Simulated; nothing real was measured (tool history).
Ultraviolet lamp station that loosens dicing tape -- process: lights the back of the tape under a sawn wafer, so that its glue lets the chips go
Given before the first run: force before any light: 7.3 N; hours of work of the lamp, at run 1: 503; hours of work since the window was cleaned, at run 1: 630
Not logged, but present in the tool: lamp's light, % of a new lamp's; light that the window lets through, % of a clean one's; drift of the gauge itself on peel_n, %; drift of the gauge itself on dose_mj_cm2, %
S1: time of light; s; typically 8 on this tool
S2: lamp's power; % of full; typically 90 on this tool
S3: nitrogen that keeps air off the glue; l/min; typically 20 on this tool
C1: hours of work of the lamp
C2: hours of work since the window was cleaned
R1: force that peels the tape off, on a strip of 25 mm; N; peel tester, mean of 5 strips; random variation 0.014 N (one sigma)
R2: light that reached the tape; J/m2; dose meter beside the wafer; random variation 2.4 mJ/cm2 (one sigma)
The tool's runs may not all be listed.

{"run": 1, "day": 0.0, "S1": 8, "S2": 90, "S3": 20, "C1": 503, "C2": 630, "R1": 0.92, "R2": 2110}
{"run": 2, "day": 0.533, "S1": 8, "S2": 90, "S3": 20, "C1": 511, "C2": 639, "R1": 0.941, "R2": 2140}
{"run": 3, "day": 0.992, "S1": 8, "S2": 90, "S3": 20, "C1": 519, "C2": 646, "R1": 0.962, "R2": 2110}
{"run": 4, "day": 1.775, "S1": 8, "S2": 90, "S3": 20, "C1": 531, "C2": 658, "R1": 0.943, "R2": 2090}
{"day": 1.888, "done": "window cleaned of glue's vapour"}
{"run": 5, "day": 2.658, "S1": 8, "S2": 90, "S3": 20, "C1": 545, "C2": 12, "R1": 1.006, "R2": 2050}
{"run": 6, "day": 3.508, "S1": 8, "S2": 72, "S3": 20, "C1": 558, "C2": 26, "R1": 1.404, "R2": 1580}
{"run": 7, "day": 4.417, "S1": 8, "S2": 72, "S3": 20, "C1": 573, "C2": 40, "R1": 1.483, "R2": 1610}
{"run": 8, "day": 5.417, "S1": 8, "S2": 72, "S3": 20, "C1": 588, "C2": 56, "R1": 1.497, "R2": 1610}
{"run": 9, "day": 6.133, "S1": 8, "S2": 90, "S3": 20, "C1": 600, "C2": 67, "R1": 1.031, "R2": 2000}
{"day": 6.65, "done": "window cleaned of glue's vapour, once more"}
{"run": 10, "day": 6.65, "S1": 8, "S2": 89, "S3": 20, "C1": 608, "C2": 0, "R1": 0.879, "R2": 2150}
{"run": 11, "day": 7.283, "S1": 8, "S2": 90, "S3": 8, "C1": 618, "C2": 10, "R1": 1.635, "R2": 2200}
{"run": 12, "day": 8.021, "S1": 8, "S2": 90, "S3": 20, "C1": 629, "C2": 22, "R1": 0.901, "R2": 2200}
{"run": 13, "day": 9.004, "S1": 8, "S2": 90, "S3": 20, "C1": 645, "C2": 37, "R1": 0.884, "R2": 2230}
{"run": 14, "day": 9.746, "S1": 8, "S2": 90, "S3": 20, "C1": 657, "C2": 49, "R1": 0.893, "R2": 2180}
{"run": 15, "day": 10.654, "S1": 8, "S2": 90, "S3": 20, "C1": 671, "C2": 64, "R1": 0.897, "R2": 2130}
{"run": 16, "day": 11.721, "S1": 8, "S2": 90, "S3": 20, "C1": 688, "C2": 80, "R1": 0.861, "R2": 2180}
{"run": 17, "day": 12.729, "S1": 8, "S2": 90, "S3": 20, "C1": 704, "C2": 96, "R1": 0.918, "R2": 2130}
{"run": 18, "day": 13.6, "S1": 8, "S2": 90, "S3": 20, "C1": 718, "C2": 110, "R1": 0.929, "R2": 2140}
{"run": 19, "day": 14.662, "S1": 8, "S2": 90, "S3": 20, "C1": 735, "C2": 127, "R1": 0.945, "R2": 2070}
{"run": 20, "day": 15.162, "S1": 8, "S2": 90, "S3": 20, "C1": 743, "C2": 135, "R1": 0.951, "R2": 2130}
{"run": 21, "day": 16.217, "S1": 8, "S2": 75, "S3": 20, "C1": 759, "C2": 152, "R1": 1.221, "R2": 1770}
{"run": 22, "day": 17.142, "S1": 8, "S2": 75, "S3": 20, "C1": 774, "C2": 166, "R1": 1.306, "R2": 1730}
{"run": 23, "day": 17.754, "S1": 8, "S2": 61, "S3": 38, "C1": 784, "C2": 176, "R1": 1.273, "R2": 1390}
{"run": 24, "day": 18.375, "S1": 5, "S2": 93, "S3": 20, "C1": 794, "C2": 186, "R1": 1.895, "R2": 1340}
{"run": 25, "day": 18.979, "S1": 8, "S2": 74, "S3": 31, "C1": 803, "C2": 195, "R1": 1.024, "R2": 1710}
{"run": 26, "day": 19.596, "S1": 5, "S2": 71, "S3": 20, "C1": 813, "C2": 205, "R1": 2.638, "R2": 1030}
{"run": 27, "day": 20.129, "S1": 8, "S2": 99, "S3": 20, "C1": 821, "C2": 214, "R1": 0.802, "R2": 2300}
{"run": 28, "day": 21.133, "S1": 5, "S2": 79, "S3": 37, "C1": 837, "C2": 230, "R1": 1.82, "R2": 1150}
{"run": 29, "day": 22.175, "S1": 5, "S2": 87, "S3": 27, "C1": 854, "C2": 246, "R1": 1.88, "R2": 1230}
{"run": 30, "day": 22.958, "S1": 5, "S2": 87, "S3": 27, "C1": 866, "C2": 259, "R1": 1.839, "R2": 1240}
{"run": 31, "day": 23.804, "S1": 5, "S2": 87, "S3": 22, "C1": 880, "C2": 272, "R1": 2.01, "R2": 1230}
{"run": 32, "day": 24.867, "S1": 5, "S2": 87, "S3": 22, "C1": 896, "C2": 289, "R1": 2.036, "R2": 1210}
{"run": 33, "day": 25.342, "S1": 4, "S2": 83, "S3": 20, "C1": 904, "C2": 296, "R1": 2.87, "R2": 910}
{"run": 34, "day": 26.238, "S1": 11, "S2": 93, "S3": 17, "C1": 918, "C2": 311, "R1": 0.6, "R2": 2870}
{"run": 35, "day": 27.242, "S1": 6, "S2": 88, "S3": 17, "C1": 934, "C2": 326, "R1": 1.841, "R2": 1450}
{"run": 36, "day": 28.2, "S1": 10, "S2": 93, "S3": 23, "C1": 949, "C2": 342, "R1": 0.564, "R2": 2570}
{"run": 37, "day": 29.133, "S1": 10, "S2": 93, "S3": 23, "C1": 964, "C2": 356, "R1": 0.579, "R2": 2600}
{"run": 38, "day": 29.917, "S1": 10, "S2": 93, "S3": 23, "C1": 977, "C2": 369, "R1": 0.581, "R2": 2590}

Run 39, settings as shown, results not yet in. Your forecast:
{"run": 39, "day": 30.883, "S1": 10, "S2": 93, "S3": 23, "C1": 992, "C2": 384, "R1": "?", "R2": "?"}

R1: 0.611 N
R2: 2550 J/m2
Minus the tool's unlogged condition, the same run would have read R1 0.380 N, R2 3240 J/m2.
